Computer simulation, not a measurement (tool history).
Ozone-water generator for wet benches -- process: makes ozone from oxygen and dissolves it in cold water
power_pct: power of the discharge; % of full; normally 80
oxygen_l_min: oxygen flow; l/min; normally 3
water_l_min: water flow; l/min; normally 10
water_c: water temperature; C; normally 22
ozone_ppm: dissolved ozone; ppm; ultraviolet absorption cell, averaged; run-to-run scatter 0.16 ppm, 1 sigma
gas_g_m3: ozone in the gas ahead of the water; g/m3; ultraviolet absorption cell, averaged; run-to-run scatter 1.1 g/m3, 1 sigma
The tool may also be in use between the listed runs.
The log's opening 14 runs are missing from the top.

run 15 hour=724.4 | power_pct=80 oxygen_l_min=3 water_l_min=9 water_c=22 | ozone_ppm=20.8 gas_g_m3=184.6
run 16 hour=773 | power_pct=80 oxygen_l_min=3 water_l_min=10 water_c=19 | ozone_ppm=19.8 gas_g_m3=187.3
run 17 hour=803.1 | power_pct=80 oxygen_l_min=3 water_l_min=10 water_c=19 | ozone_ppm=20.1 gas_g_m3=185.7
run 18 hour=839.7 | power_pct=80 oxygen_l_min=3 water_l_min=10 water_c=23 | ozone_ppm=18.8 gas_g_m3=185
run 19 hour=884.1 | power_pct=80 oxygen_l_min=3 water_l_min=10 water_c=23 | ozone_ppm=19 gas_g_m3=184.1
run 20 hour=919.2 | power_pct=80 oxygen_l_min=3 water_l_min=10 water_c=21 | ozone_ppm=19.4 gas_g_m3=186.7
run 21 hour=953.4 | power_pct=80 oxygen_l_min=3.09 water_l_min=10 water_c=26 | ozone_ppm=17.9 gas_g_m3=184.8
run 22 hour=1023 | power_pct=88 oxygen_l_min=3.84 water_l_min=10 water_c=15 | ozone_ppm=23 gas_g_m3=178.5
run 23 hour=1062.6 | power_pct=88 oxygen_l_min=3.84 water_l_min=10 water_c=15 | ozone_ppm=22.9 gas_g_m3=179.7
run 24 hour=1096.3 | power_pct=88 oxygen_l_min=3.84 water_l_min=10 water_c=15 | ozone_ppm=22.9 gas_g_m3=178.1
run 25 hour=1144.8 | power_pct=88 oxygen_l_min=3.84 water_l_min=10 water_c=15 | ozone_ppm=23.3 gas_g_m3=175.6
run 26 hour=1183.5 | power_pct=49 oxygen_l_min=1.87 water_l_min=10 water_c=19 | ozone_ppm=13.1 gas_g_m3=163
run 27 hour=1239.8 | power_pct=49 oxygen_l_min=1.99 water_l_min=6 water_c=19 | ozone_ppm=20.7 gas_g_m3=158.4
run 28 hour=1310.2 | power_pct=49 oxygen_l_min=3.57 water_l_min=6 water_c=28 | ozone_ppm=16.8 gas_g_m3=121.1
run 29 hour=1349.9 | power_pct=92 oxygen_l_min=2.42 water_l_min=16 water_c=18 | ozone_ppm=13.2 gas_g_m3=224.7
run 30 hour=1405.5 | power_pct=92 oxygen_l_min=2.02 water_l_min=15 water_c=18 | ozone_ppm=13.5 gas_g_m3=242.6
run 31 hour=1444.5 | power_pct=80 oxygen_l_min=5.03 water_l_min=8 water_c=22 | ozone_ppm=21.8 gas_g_m3=146.9
run 32 hour=1474 | power_pct=80 oxygen_l_min=5.03 water_l_min=11 water_c=28 | ozone_ppm=15.4 gas_g_m3=146.3
run 33 hour=1543.4 | power_pct=42 oxygen_l_min=5.03 water_l_min=6 water_c=28 | ozone_ppm=14 gas_g_m3=91.7

Predict each of these 4 candidate next runs independently; none follows another, all start after run 33:
run A hour=1581.3 | power_pct=63 oxygen_l_min=2.26 water_l_min=6 water_c=22 | ozone_ppm=? gas_g_m3=?
run B hour=1581.3 | power_pct=80 oxygen_l_min=3 water_l_min=12 water_c=25 | ozone_ppm=? gas_g_m3=?
run C hour=1581.3 | power_pct=42 oxygen_l_min=1.88 water_l_min=8 water_c=20 | ozone_ppm=? gas_g_m3=?
run D hour=1581.3 | power_pct=98 oxygen_l_min=3.81 water_l_min=6 water_c=28 | ozone_ppm=? gas_g_m3=?

run=A ozone_ppm=23.5 gas_g_m3=178.5
run=B ozone_ppm=15.1 gas_g_m3=185.3
run=C ozone_ppm=14.6 gas_g_m3=144.3
run=D ozone_ppm=26.8 gas_g_m3=190.1
What these runs would have given with no unlogged condition in the tool:
run=A ozone_ppm=25.5 gas_g_m3=187.1
run=B ozone_ppm=16.9 gas_g_m3=195.9
run=C ozone_ppm=15.7 gas_g_m3=149
run=D ozone_ppm=29.6 gas_g_m3=202.4
